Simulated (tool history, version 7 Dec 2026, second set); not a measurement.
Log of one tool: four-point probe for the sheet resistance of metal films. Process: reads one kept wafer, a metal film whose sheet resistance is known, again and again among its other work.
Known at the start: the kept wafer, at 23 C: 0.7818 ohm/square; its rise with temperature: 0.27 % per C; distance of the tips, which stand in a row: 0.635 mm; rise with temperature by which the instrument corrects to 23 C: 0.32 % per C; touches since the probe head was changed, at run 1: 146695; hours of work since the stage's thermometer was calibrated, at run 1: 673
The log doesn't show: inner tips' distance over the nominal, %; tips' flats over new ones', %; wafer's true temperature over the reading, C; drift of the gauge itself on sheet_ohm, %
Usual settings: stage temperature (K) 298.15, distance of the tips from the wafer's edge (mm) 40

| run | day | stage temperature (K) | distance of the tips from the wafer's edge (mm) | touches since the probe head was changed | hours of work since the stage's thermometer was calibrated | sheet resistance as the instrument gives it (ohm/square) |
|---|---|---|---|---|---|---|
| 1 | 0 | 298.15 | 40 | 146695 | 673 | 0.788702 |
| 2 | 1.233 | 298.15 | 40 | 148065 | 689 | 0.788962 |
| 3 | 2.396 | 298.15 | 4 | 149356 | 703 | 0.799367 |
| 4 | 3.667 | 298.15 | 4 | 150766 | 719 | 0.799438 |
| 5 | 4.821 | 295.15 | 4 | 152047 | 733 | 0.800993 |
| 6 | 5.85 | 295.15 | 4 | 153188 | 746 | 0.80096 |
| 7 | 6.65 | 295.15 | 4 | 154076 | 756 | 0.801075 |
| 8 | 7.592 | 295.15 | 4 | 155118 | 768 | 0.801121 |
| 9 | 9.05 | 298.15 | 6 | 156738 | 786 | 0.794032 |
| 10 | 10.288 | 298.15 | 12 | 158111 | 801 | 0.790456 |
| 11 | 11.771 | 298.15 | 12 | 159757 | 820 | 0.79067 |
| 12 | 12.9 | 298.15 | 12 | 161010 | 834 | 0.790859 |
| 13 | 13.892 | 298.15 | 4 | 162111 | 846 | 0.800049 |
| 14 | 15.417 | 298.15 | 40 | 163805 | 865 | 0.789665 |
| 15 | 16.771 | 294.15 | 43 | 165310 | 882 | 0.791771 |
| 16 | 17.875 | 294.15 | 43 | 166534 | 895 | 0.791775 |
| 17 | 19.204 | 294.15 | 43 | 168007 | 912 | 0.791685 |
| 18 | 20.379 | 298.15 | 24 | 169314 | 927 | 0.790207 |
| 19 | 21.188 | 292.15 | 40 | 170209 | 937 | 0.793137 |
| 20 | 22.579 | 292.15 | 40 | 171753 | 954 | 0.792842 |
| 21 | 24.108 | 292.15 | 40 | 173449 | 973 | 0.792755 |
|  | 24.825 | new probe head fitted |
| 22 | 25.433 | 292.15 | 40 | 674 | 989 | 0.791665 |
| 23 | 26.612 | 303.15 | 8 | 1983 | 1004 | 0.789392 |
| 24 | 27.775 | 303.15 | 8 | 3272 | 1018 | 0.789436 |
| 25 | 29.071 | 303.15 | 8 | 4709 | 1034 | 0.789501 |
| 26 | 30.158 | 294.15 | 21 | 5918 | 1048 | 0.790961 |
| 27 | 31.7 | 299.15 | 53 | 7631 | 1067 | 0.788652 |

Forecast each of these 4 alternatives for the next run:
| A | 33.288 | 293.15 | 22 | 9388 | 1086 | ? |
| B | 33.288 | 300.15 | 40 | 9388 | 1086 | ? |
| C | 33.288 | 299.15 | 22 | 9388 | 1086 | ? |
| D | 33.288 | 305.15 | 53 | 9388 | 1086 | ? |

| run | sheet resistance as the instrument gives it (ohm/square) |
|---|---|
| A | 0.791799 |
| B | 0.788379 |
| C | 0.789249 |
| D | 0.786379 |
Without the tool's hidden state the same runs would have given:
| run | sheet resistance as the instrument gives it (ohm/square) |
|---|---|
| A | 0.783442 |
| B | 0.780071 |
| C | 0.78093 |
| D | 0.778101 |
